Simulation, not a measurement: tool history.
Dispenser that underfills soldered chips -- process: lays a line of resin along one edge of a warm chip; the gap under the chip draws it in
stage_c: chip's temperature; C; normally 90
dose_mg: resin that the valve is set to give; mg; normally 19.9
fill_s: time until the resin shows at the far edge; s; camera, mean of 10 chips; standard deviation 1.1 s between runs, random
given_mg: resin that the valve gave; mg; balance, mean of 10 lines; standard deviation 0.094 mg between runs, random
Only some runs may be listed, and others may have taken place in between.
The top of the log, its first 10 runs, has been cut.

-- hour=96.1 new syringe of resin
run 11 hour=104.5 | stage_c=90 dose_mg=19.9 | fill_s=155.2 given_mg=19.74
-- hour=113.5 new syringe of resin
run 12 hour=117.7 | stage_c=90 dose_mg=19.9 | fill_s=124.8 given_mg=19.6
run 13 hour=128 | stage_c=90 dose_mg=21.3 | fill_s=209.4 given_mg=20.75
-- hour=129.8 new syringe of resin
run 14 hour=136.9 | stage_c=90 dose_mg=20.8 | fill_s=143.4 given_mg=20.23
-- hour=146.2 new syringe of resin
run 15 hour=149.8 | stage_c=90 dose_mg=20.8 | fill_s=119.5 given_mg=20.08
-- hour=162.7 new syringe of resin
run 16 hour=164.7 | stage_c=90 dose_mg=20.8 | fill_s=114.7 given_mg=19.86
run 17 hour=177.8 | stage_c=97 dose_mg=23.5 | fill_s=179.4 given_mg=22.39
-- hour=179.9 new syringe of resin
run 18 hour=191.6 | stage_c=99 dose_mg=19.4 | fill_s=144.5 given_mg=18.26
-- hour=196.5 new syringe of resin
run 19 hour=198.3 | stage_c=99 dose_mg=25.5 | fill_s=85.9 given_mg=23.92
run 20 hour=210.1 | stage_c=103 dose_mg=25.5 | fill_s=139.6 given_mg=23.83
-- hour=213.1 new syringe of resin
run 21 hour=218.6 | stage_c=103 dose_mg=25.5 | fill_s=97.9 given_mg=23.46
run 22 hour=227.6 | stage_c=103 dose_mg=25.5 | fill_s=153.7 given_mg=23.41
-- hour=229.6 new syringe of resin
-- hour=238.4 dispensing valve cleaned and set on the balance
run 23 hour=242.8 | stage_c=103 dose_mg=25.5 | fill_s=128.8 given_mg=25.65
-- hour=246.9 new syringe of resin
run 24 hour=257.2 | stage_c=95 dose_mg=19.5 | fill_s=146 given_mg=19.29
-- hour=263.5 new syringe of resin
run 25 hour=265.4 | stage_c=95 dose_mg=19.5 | fill_s=96.7 given_mg=19.17
run 26 hour=273.7 | stage_c=90 dose_mg=21.5 | fill_s=171.1 given_mg=21.14
-- hour=280.2 new syringe of resin
run 27 hour=281.7 | stage_c=90 dose_mg=19.9 | fill_s=109.3 given_mg=19.25
run 28 hour=289.5 | stage_c=90 dose_mg=19.9 | fill_s=163.2 given_mg=19.32
-- hour=296.9 new syringe of resin
run 29 hour=300.6 | stage_c=84 dose_mg=23.6 | fill_s=139.7 given_mg=22.72
-- hour=313.6 new syringe of resin
run 30 hour=315.9 | stage_c=91 dose_mg=23.2 | fill_s=110.2 given_mg=22.13
run 31 hour=324.5 | stage_c=90 dose_mg=22.2 | fill_s=175.2 given_mg=21.06
-- hour=330 new syringe of resin
run 32 hour=335.2 | stage_c=90 dose_mg=22.2 | fill_s=127.4 given_mg=20.93

Alternative continuations, all from the tool just after run 32; predict every row:
-- hour=347.1 new syringe of resin
run A hour=348.6 | stage_c=82 dose_mg=23.5 | fill_s=? given_mg=?
-- hour=347.1 new syringe of resin
run B hour=348.6 | stage_c=81 dose_mg=19.5 | fill_s=? given_mg=?
-- hour=347.1 new syringe of resin
run C hour=348.6 | stage_c=94 dose_mg=24.3 | fill_s=? given_mg=?

run=A fill_s=132.6 given_mg=22.11
run=B fill_s=140 given_mg=18.23
run=C fill_s=92.9 given_mg=22.71
Had the tool no hidden state, the same runs would have come out as:
run=A fill_s=130.3 given_mg=23.61
run=B fill_s=136.9 given_mg=19.46
run=C fill_s=91.1 given_mg=24.25
